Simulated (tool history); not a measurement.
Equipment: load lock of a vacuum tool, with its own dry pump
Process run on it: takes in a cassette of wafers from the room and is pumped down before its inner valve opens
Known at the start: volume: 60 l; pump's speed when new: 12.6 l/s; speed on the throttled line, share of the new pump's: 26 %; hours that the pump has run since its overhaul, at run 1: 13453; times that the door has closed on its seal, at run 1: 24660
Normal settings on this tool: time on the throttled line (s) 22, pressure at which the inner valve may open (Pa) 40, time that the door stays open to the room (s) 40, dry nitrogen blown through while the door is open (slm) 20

run    hour  time on the throttled line (s)  pressure at which the inner valve may open (Pa)  time that the door stays open to the room (s)  dry nitrogen blown through while the door is open (slm)  hours that the pump has run since its overhaul  times that the door has closed on its seal  incoming humidity of the room's air, %  time from the closed door until the inner valve may open (s)  rise of the pressure with all valves shut (Pa/min)
  1       0                              22                                               40                                             40                                                       20                                           13453                                       24660                                    42.9                                                          57.3                                               0.095
  2   193.1                              40                                               40                                             40                                                       20                                           13646                                       25384                                    46.1                                                          69.4                                               0.095
  3     423                              22                                               40                                             40                                                       20                                           13876                                       26247                                    44.5                                                          57.3                                               0.092
  4   644.1                              22                                               40                                             40                                                       20                                           14097                                       27077                                    45.9                                                          57.2                                               0.103
  5   842.1                              22                                               40                                             40                                                       20                                           14295                                       27820                                    44.1                                                          57.2                                                 0.1
  6  1009.7                              13                                               40                                             40                                                       20                                           14462                                       28449                                    44.6                                                            51                                               0.107
  7  1208.3                              13                                               40                                             40                                                       20                                           14661                                       29194                                    47.2                                                            51                                               0.113
  8  1451.3                              22                                               40                                             34                                                       20                                           14904                                       30106                                    44.3                                                          57.9                                               0.111
  9  1638.6                              17                                               40                                             40                                                       20                                           15091                                       30809                                      42                                                          54.4                                               0.114
 10  1908.8                              17                                               40                                             40                                                       20                                           15362                                       31823                                    45.4                                                          54.8                                               0.123
 11    2098                              17                                               40                                             40                                                       20                                           15551                                       32532                                    47.1                                                          54.4                                               0.129
 12  2253.4                              22                                               40                                             40                                                       20                                           15706                                       33116                                    42.1                                                          57.7                                               0.128
 13  2455.2                              22                                               40                                             40                                                       20                                           15908                                       33873                                    44.8                                                            58                                               0.125
 14  2720.9                              22                                               40                                             40                                                       20                                           16174                                       34870                                    42.5                                                          57.7                                               0.135
 15  2855.2                              22                                               40                                             40                                                       20                                           16308                                       35374                                      47                                                          58.5                                               0.135
 16  3004.7                              19                                               40                                             40                                                       20                                           16457                                       35935                                    42.4                                                          55.4                                               0.133
 17  3164.6                              19                                               40                                             40                                                       20                                           16617                                       36535                                    44.6                                                            56                                               0.138
 18  3293.6                              19                                               40                                             40                                                       20                                           16746                                       37019                                    45.7                                                          56.3                                               0.145
 19  3494.5                              32                                               40                                             72                                                       16                                           16947                                       37773                                    46.6                                                          65.9                                               0.167
 20  3694.2                              32                                               40                                             72                                                       16                                           17147                                       38523                                    44.6                                                          64.9                                               0.165
 21  3945.7                              32                                               40                                             72                                                       16                                           17398                                       39466                                    43.6                                                          65.6                                                0.17
 22  4087.4                              17                                               51                                            128                                                        7                                           17540                                       39998                                    41.7                                                          53.8                                                0.21
 23  4268.1                              17                                               51                                            128                                                        7                                           17721                                       40676                                    47.6                                                          53.5                                                0.22
 24  4425.6                              17                                               51                                            128                                                        7                                           17878                                       41267                                    43.1                                                          53.5                                               0.218
 25  4598.2                              17                                               34                                            128                                                       35                                           18051                                       41915                                    43.7                                                          56.1                                               0.183
 26  4748.3                              22                                               74                                             39                                                       20                                           18201                                       42478                                    50.4                                                          55.4                                               0.172
 27  4858.1                              25                                               74                                            146                                                       20                                           18311                                       42890                                    45.8                                                          57.4                                                0.22
 28  5063.2                              25                                               46                                            146                                                        7                                           18516                                       43660                                    40.9                                                          60.9                                               0.229
 29  5304.2                              25                                               46                                            146                                                        7                                           18757                                       44564                                    45.6                                                          60.2                                               0.249
 30    5575                              40                                               46                                            146                                                        7                                           19028                                       45581                                    43.1                                                          71.1                                               0.254
     5637.8  -- dry pump taken out, an overhauled one fitted
 31  5848.3                              16                                               54                                             29                                                        5                                             211                                       46584                                    45.1                                                          47.4                                               0.186
 32  6002.2                              22                                               40                                             33                                                       20                                             364                                       47161                                    46.4                                                          53.6                                               0.186
 33  6207.2                              17                                               40                                             30                                                       13                                             569                                       47931                                    45.8                                                          49.7                                               0.189
 34  6468.3                              11                                               40                                            189                                                       20                                             831                                       48910                                    44.6                                                            45                                               0.255
 35  6628.7                              25                                               40                                             50                                                       20                                             991                                       49512                                    46.5                                                          55.6                                               0.209
 36  6863.2                              25                                               40                                             50                                                       20                                            1225                                       50392                                    46.7                                                          56.3                                               0.207

How the hidden state differs across the entries between the runs, from the last listed run before each to the first after it:
From run 30 to run 31: dry pump taken out, an overhauled one fitted (hour 5637.8)
  pump's speed, % of a new pump's: 85.7 -> 101; leak at the door's seal, Pa l/s: 0.1519 -> 0.157
  the result without the hidden state subtracted from the measured one, time from the closed door until the inner valve may open (s): +4.4 -> -0.3; rise of the pressure with all valves shut (Pa/min): +0.151 -> +0.154
